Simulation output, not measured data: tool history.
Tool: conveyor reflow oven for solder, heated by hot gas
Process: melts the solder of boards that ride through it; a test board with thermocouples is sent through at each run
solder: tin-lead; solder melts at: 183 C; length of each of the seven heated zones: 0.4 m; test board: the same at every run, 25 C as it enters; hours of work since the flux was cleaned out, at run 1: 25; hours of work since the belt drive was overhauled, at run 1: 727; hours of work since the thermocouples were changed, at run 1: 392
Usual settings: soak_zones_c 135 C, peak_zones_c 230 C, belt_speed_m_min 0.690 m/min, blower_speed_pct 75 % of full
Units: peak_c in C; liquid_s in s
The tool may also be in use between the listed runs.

run	hour	soak_zones_c	peak_zones_c	belt_speed_m_min	blower_speed_pct	hours of work since the flux was cleaned out	hours of work since the belt drive was overhauled	hours of work since the thermocouples were changed	peak_c	liquid_s
1	0.0	135	230	0.690	75	25	727	392	216.7	52.5
2	42.7	135	230	0.690	75	48	750	415	216.8	51.9
3	84.2	135	230	0.690	75	70	772	437	216.6	52.4
4	109.4	135	230	0.690	75	83	786	451	216.8	52.0
5	139.9	135	230	0.690	75	100	802	467	216.5	51.9
6	188.3	135	230	0.690	75	126	828	493	216.6	51.6
# hour 197.5: belt drive overhauled, speed set with a stopwatch
7	245.2	135	230	0.690	75	154	26	522	216.4	51.0
8	298.7	135	230	0.690	75	183	54	550	215.7	50.7
9	323.5	135	230	0.690	75	196	68	564	215.6	50.7
10	363.5	135	230	0.690	75	218	89	585	215.7	50.4
11	393.4	135	230	0.690	75	234	105	601	215.7	50.6
12	441.4	135	230	0.690	75	260	131	627	215.5	50.3
13	490.0	135	230	0.690	75	286	157	653	215.5	50.2
# hour 515.3: flux residue cleaned out of gas plates and filters
14	539.7	135	230	0.690	51	13	181	677	209.6	44.3
15	567.0	144	230	0.690	59	28	196	692	214.6	51.9
16	621.1	124	230	0.595	59	57	225	721	215.2	55.5
17	657.6	130	224	0.595	59	76	244	740	211.4	53.3
18	692.7	130	224	0.595	59	95	263	759	210.7	53.1
19	723.9	130	224	0.595	59	112	280	776	210.9	53.1
20	763.9	130	241	0.595	75	133	301	797	230.7	68.3
21	804.1	138	241	0.595	58	155	323	819	227.0	67.9
22	839.9	125	230	0.690	62	174	342	838	211.2	43.4
23	896.7	139	239	0.589	75	205	373	869	229.8	71.5
24	951.7	135	244	0.596	66	234	402	898	230.3	69.2
25	985.3	147	232	0.596	71	252	420	916	222.7	69.3

Hidden state or all else? Some run-to-run changes of peak_c, split into what the settings, what came in and random variation would give without the hidden state, and what is left for the hidden state (with any gauge scatter that isn't in both results):
The hidden state here: heat that the gas passes to the board, % of a clean oven's; belt's true speed, % of the reading; true gas temperature in zones 6 and 7 over the reading, C; drift of the gauge itself on peak_c, C; drift of the gauge itself on liquid_s, %.
Run 6 -> 7: belt drive overhauled, speed set with a stopwatch. peak_c -0.2 C: hidden state -0.5, all else +0.3.
Run 13 -> 14: blower_speed_pct 75 -> 51, flux residue cleaned out of gas plates and filters. peak_c -5.9 C: hidden state +2.7, all else -8.6.
Run 19 -> 20: peak_zones_c 224 -> 241, blower_speed_pct 59 -> 75. peak_c +19.8 C: hidden state -0.2, all else +20.0.
Run 22 -> 23: soak_zones_c 125 -> 139, peak_zones_c 230 -> 239, belt_speed_m_min 0.690 -> 0.589, blower_speed_pct 62 -> 75. peak_c +18.6 C: hidden state +0.1, all else +18.5.
